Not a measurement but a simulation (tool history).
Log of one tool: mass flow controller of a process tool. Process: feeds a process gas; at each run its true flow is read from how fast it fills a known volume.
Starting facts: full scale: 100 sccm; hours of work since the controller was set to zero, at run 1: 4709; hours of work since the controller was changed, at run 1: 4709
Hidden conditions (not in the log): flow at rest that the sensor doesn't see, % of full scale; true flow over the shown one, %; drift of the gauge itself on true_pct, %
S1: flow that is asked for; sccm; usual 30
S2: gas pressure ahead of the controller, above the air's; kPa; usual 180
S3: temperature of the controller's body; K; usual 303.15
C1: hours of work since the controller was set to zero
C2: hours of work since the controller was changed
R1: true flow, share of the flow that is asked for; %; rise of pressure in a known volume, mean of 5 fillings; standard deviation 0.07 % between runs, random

| run | hour | S1 | S2 | S3 | C1 | C2 | R1 |
|---|---|---|---|---|---|---|---|
| 1 | 0 | 30 | 180 | 303.15 | 4709 | 4709 | 96.73 |
| 2 | 234.8 | 30 | 180 | 303.15 | 4822 | 4822 | 96.78 |
| 3 | 445 | 30 | 180 | 303.15 | 4924 | 4924 | 96.62 |
| 4 | 607.7 | 30 | 180 | 303.15 | 5002 | 5002 | 96.57 |
| 5 | 792.7 | 30 | 180 | 303.15 | 5091 | 5091 | 96.49 |
| 6 | 1025.8 | 30 | 180 | 299.15 | 5204 | 5204 | 96.12 |
| 7 | 1170.8 | 30 | 180 | 299.15 | 5274 | 5274 | 96.03 |
| 8 | 1347.2 | 30 | 180 | 299.15 | 5359 | 5359 | 96.06 |
| 9 | 1499.5 | 30 | 180 | 299.15 | 5432 | 5432 | 96.19 |
| 10 | 1623.8 | 30 | 180 | 299.15 | 5492 | 5492 | 95.98 |
| 11 | 1899.3 | 30 | 180 | 299.15 | 5625 | 5625 | 95.83 |
| 12 | 2121.9 | 30 | 180 | 303.15 | 5732 | 5732 | 96.3 |
| 13 | 2334.9 | 30 | 180 | 303.15 | 5835 | 5835 | 96.19 |
| 14 | 2599.3 | 30 | 180 | 303.15 | 5962 | 5962 | 96 |
| 15 | 2780.7 | 30 | 180 | 303.15 | 6050 | 6050 | 96.12 |
| 16 | 2948.1 | 30 | 180 | 298.15 | 6130 | 6130 | 95.67 |
| 17 | 3231.4 | 30 | 180 | 298.15 | 6267 | 6267 | 95.47 |
| 18 | 3483.1 | 30 | 180 | 301.15 | 6388 | 6388 | 95.7 |
| 19 | 3630.6 | 30 | 180 | 300.15 | 6459 | 6459 | 95.62 |
|  | 3775 | controller exchanged for a calibrated one |
| 20 | 3849.7 | 30 | 180 | 300.15 | 36 | 36 | 98.42 |
| 21 | 4028.9 | 30 | 180 | 303.15 | 122 | 122 | 98.63 |
| 22 | 4154.8 | 23 | 180 | 303.15 | 183 | 183 | 98.48 |
| 23 | 4293.4 | 30 | 222 | 303.15 | 250 | 250 | 98.52 |
| 24 | 4566.5 | 30 | 180 | 303.15 | 382 | 382 | 98.64 |
| 25 | 4708.8 | 30 | 186 | 312.15 | 450 | 450 | 99.38 |
| 26 | 4921.1 | 30 | 222 | 311.15 | 553 | 553 | 99.12 |
| 27 | 5113.7 | 13 | 231 | 311.15 | 645 | 645 | 98.31 |
| 28 | 5266.7 | 26 | 180 | 303.15 | 719 | 719 | 98.1 |
| 29 | 5428.4 | 30 | 180 | 309.15 | 797 | 797 | 98.87 |
| 30 | 5644.9 | 19 | 250 | 299.15 | 901 | 901 | 97.17 |
| 31 | 5827.9 | 37 | 251 | 299.15 | 990 | 990 | 97.93 |
| 32 | 6009.8 | 37 | 251 | 299.15 | 1077 | 1077 | 97.86 |
| 33 | 6170.7 | 37 | 219 | 304.15 | 1155 | 1155 | 98.43 |
| 34 | 6337.1 | 30 | 153 | 303.15 | 1235 | 1235 | 98.25 |
| 35 | 6597.7 | 30 | 153 | 303.15 | 1361 | 1361 | 98.19 |
| 36 | 6855.9 | 30 | 153 | 303.15 | 1485 | 1485 | 98.04 |
| 37 | 7094.4 | 14 | 153 | 303.15 | 1600 | 1600 | 97.06 |
| 38 | 7256.9 | 97 | 180 | 296.15 | 1679 | 1679 | 98.89 |
| 39 | 7504.2 | 97 | 180 | 296.15 | 1798 | 1798 | 98.94 |
| 40 | 7722.5 | 30 | 217 | 307.15 | 1903 | 1903 | 98.14 |
| 41 | 7925.2 | 30 | 217 | 307.15 | 2001 | 2001 | 98.06 |
| 42 | 8190.9 | 75 | 227 | 305.15 | 2129 | 2129 | 99.07 |
| 43 | 8464.9 | 11 | 227 | 307.15 | 2261 | 2261 | 96.2 |
| 44 | 8657.3 | 45 | 180 | 297.15 | 2354 | 2354 | 97.52 |
| 45 | 8786.5 | 38 | 252 | 309.15 | 2416 | 2416 | 98.27 |
| 46 | 9038.6 | 65 | 196 | 303.15 | 2537 | 2537 | 98.65 |
| 47 | 9283.9 | 65 | 196 | 303.15 | 2656 | 2656 | 98.51 |
| 48 | 9478.6 | 61 | 196 | 298.15 | 2750 | 2750 | 97.92 |

Branching from run 48: 4 alternative next runs. What would each branch give?
| A | 9729.1 | 30 | 194 | 311.15 | 2870 | 2870 | ? |
| B | 9729.1 | 30 | 274 | 306.15 | 2870 | 2870 | ? |
| C | 9729.1 | 61 | 171 | 298.15 | 2870 | 2870 | ? |
| D | 9729.1 | 24 | 193 | 294.15 | 2870 | 2870 | ? |

| run | R1 |
|---|---|
| A | 97.89 |
| B | 97.27 |
| C | 97.89 |
| D | 95.96 |
With the hidden condition removed and each run's random variation left untouched, the same runs would have given:
| run | R1 |
|---|---|
| A | 99.75 |
| B | 99.13 |
| C | 99.31 |
| D | 98.04 |

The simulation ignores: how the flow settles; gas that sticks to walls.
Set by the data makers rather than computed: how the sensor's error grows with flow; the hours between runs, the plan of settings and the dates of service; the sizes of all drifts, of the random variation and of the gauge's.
